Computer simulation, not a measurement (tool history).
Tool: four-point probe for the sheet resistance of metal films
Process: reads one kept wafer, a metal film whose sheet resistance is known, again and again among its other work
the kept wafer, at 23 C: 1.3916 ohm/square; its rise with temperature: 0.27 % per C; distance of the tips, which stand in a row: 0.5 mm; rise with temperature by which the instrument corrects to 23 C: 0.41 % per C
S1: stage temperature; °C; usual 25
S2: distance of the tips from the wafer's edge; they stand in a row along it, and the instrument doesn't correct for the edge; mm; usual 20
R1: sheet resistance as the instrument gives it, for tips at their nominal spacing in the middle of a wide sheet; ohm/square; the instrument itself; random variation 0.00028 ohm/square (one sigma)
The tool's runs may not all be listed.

{"run": 1, "day": 0.0, "S1": 25, "S2": 20, "R1": 1.40013}
{"run": 2, "day": 0.871, "S1": 25, "S2": 20, "R1": 1.400131}
{"run": 3, "day": 1.442, "S1": 25, "S2": 20, "R1": 1.400695}
{"run": 4, "day": 2.058, "S1": 25, "S2": 20, "R1": 1.40055}
{"run": 5, "day": 2.888, "S1": 25, "S2": 20, "R1": 1.4004}
{"run": 6, "day": 3.438, "S1": 25, "S2": 20, "R1": 1.400797}
{"run": 7, "day": 4.325, "S1": 31, "S2": 20, "R1": 1.389383}
{"run": 8, "day": 5.2, "S1": 31, "S2": 20, "R1": 1.389303}
{"run": 9, "day": 5.696, "S1": 27, "S2": 20, "R1": 1.397412}
{"run": 10, "day": 6.171, "S1": 27, "S2": 20, "R1": 1.397547}
{"day": 6.254, "done": "stage's thermometer calibrated"}
{"run": 11, "day": 6.838, "S1": 27, "S2": 20, "R1": 1.397068}
{"run": 12, "day": 7.642, "S1": 27, "S2": 20, "R1": 1.397364}
{"run": 13, "day": 8.392, "S1": 27, "S2": 20, "R1": 1.397836}
{"run": 14, "day": 9.108, "S1": 31, "S2": 12, "R1": 1.391063}
{"day": 9.2, "done": "stage's thermometer calibrated, once more"}
{"run": 15, "day": 10.042, "S1": 31, "S2": 12, "R1": 1.390825}
{"run": 16, "day": 10.912, "S1": 28, "S2": 67, "R1": 1.395878}
{"run": 17, "day": 11.388, "S1": 25, "S2": 39, "R1": 1.402013}
{"run": 18, "day": 11.925, "S1": 25, "S2": 39, "R1": 1.402305}
{"run": 19, "day": 12.55, "S1": 32, "S2": 20, "R1": 1.388759}
{"run": 20, "day": 12.975, "S1": 33, "S2": 11, "R1": 1.388228}
{"run": 21, "day": 13.808, "S1": 33, "S2": 11, "R1": 1.388657}
{"run": 22, "day": 14.6, "S1": 33, "S2": 30, "R1": 1.387042}
{"run": 23, "day": 15.342, "S1": 24, "S2": 63, "R1": 1.404665}

5 ways to go on from here, each from the tool as it stands after run 23. What would each give?
{"run": "A", "day": 15.888, "S1": 20, "S2": 20, "R1": "?"}
{"run": "B", "day": 15.888, "S1": 29, "S2": 11, "R1": "?"}
{"run": "C", "day": 15.888, "S1": 25, "S2": 19, "R1": "?"}
{"run": "D", "day": 15.888, "S1": 26, "S2": 14, "R1": "?"}
{"run": "E", "day": 15.888, "S1": 21, "S2": 63, "R1": "?"}

run=A R1=1.413606
run=B R1=1.396806
run=C R1=1.403698
run=D R1=1.401837
run=E R1=1.411099
Without the tool's hidden state the same runs would have given:
run=A R1=1.398224
run=B R1=1.381608
run=C R1=1.388424
run=D R1=1.386584
run=E R1=1.395744
